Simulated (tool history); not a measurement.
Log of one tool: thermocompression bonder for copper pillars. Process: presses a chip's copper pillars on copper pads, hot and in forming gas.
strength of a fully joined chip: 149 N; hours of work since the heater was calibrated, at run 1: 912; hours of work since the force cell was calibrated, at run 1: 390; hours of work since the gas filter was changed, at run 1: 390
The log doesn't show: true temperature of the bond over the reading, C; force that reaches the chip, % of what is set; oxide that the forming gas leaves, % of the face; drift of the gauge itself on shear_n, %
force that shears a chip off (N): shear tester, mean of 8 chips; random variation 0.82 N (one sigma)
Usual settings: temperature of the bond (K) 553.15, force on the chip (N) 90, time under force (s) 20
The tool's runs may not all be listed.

run,hour,temperature of the bond (K),force on the chip (N),time under force (s),hours of work since the heater was calibrated,hours of work since the force cell was calibrated,hours of work since the gas filter was changed,force that shears a chip off (N)
1,0.0,553.15,90,20,912,390,390,56.6
# hour 41.2: forming gas filter changed
2,41.6,525.15,90,20,943,421,0,35.7
3,62.1,553.15,90,38,958,436,16,75.2
4,92.3,553.15,90,18,981,459,39,55.8
5,117.5,553.15,90,18,1000,478,58,56.2
6,155.9,553.15,59,20,1029,507,87,43.3
7,201.4,553.15,59,20,1064,542,121,41.8
8,236.3,553.15,59,20,1090,568,147,42.2
9,275.0,553.15,90,20,1119,597,177,57.4
10,319.4,553.15,75,20,1153,631,210,49.5
11,351.5,553.15,90,20,1177,655,235,57.0
# hour 364.6: heater calibrated with a thermocouple chip
12,372.6,553.15,90,20,6,670,249,63.4
13,416.9,553.15,90,20,40,703,282,63.1
14,452.0,553.15,90,20,66,730,309,62.0
15,472.9,553.15,90,25,82,745,325,65.9
16,516.3,565.15,90,20,115,778,358,73.6
17,552.2,565.15,90,20,142,805,385,71.8
18,580.7,565.15,90,20,163,827,406,73.8
# hour 600.4: forming gas filter changed
19,600.4,565.15,90,20,178,841,0,76.5
20,644.4,565.15,90,20,211,875,33,75.3
21,673.9,529.15,90,20,233,897,56,41.5
22,710.6,529.15,90,20,261,925,83,42.0
23,750.5,529.15,90,20,291,955,113,40.2
24,787.8,569.15,79,20,320,983,142,71.3
25,818.9,528.15,90,39,343,1007,165,52.9
26,853.6,531.15,70,45,369,1033,191,49.5
27,894.1,531.15,70,45,400,1064,222,47.6
28,923.4,544.15,90,23,422,1086,244,54.9
29,945.2,544.15,90,23,439,1102,261,55.1
30,975.6,544.15,90,41,462,1125,284,68.8
31,1011.6,580.15,111,10,489,1152,311,78.7
32,1036.1,536.15,63,27,507,1171,329,38.9
33,1076.1,557.15,101,15,538,1201,360,60.4
34,1120.2,557.15,101,15,571,1234,393,59.5
# hour 1156.4: forming gas filter changed
35,1157.5,582.15,58,50,599,1262,1,95.2
36,1198.2,568.15,61,12,629,1293,32,49.1
37,1219.9,568.15,61,12,646,1309,48,48.3
38,1265.0,568.15,61,12,680,1344,82,48.8
39,1308.3,581.15,61,30,713,1376,115,80.9

Forecast each of these 4 alternatives for the next run:
A,1343.1,548.15,102,25,739,1403,141,?
B,1343.1,552.15,68,20,739,1403,141,?
C,1343.1,577.15,123,23,739,1403,141,?
D,1343.1,534.15,135,33,739,1403,141,?

run,force that shears a chip off (N)
A,64.8
B,48.3
C,102.0
D,70.9
Without the tool's hidden state the same runs would have given:
run,force that shears a chip off (N)
A,71.1
B,53.4
C,108.9
D,77.7

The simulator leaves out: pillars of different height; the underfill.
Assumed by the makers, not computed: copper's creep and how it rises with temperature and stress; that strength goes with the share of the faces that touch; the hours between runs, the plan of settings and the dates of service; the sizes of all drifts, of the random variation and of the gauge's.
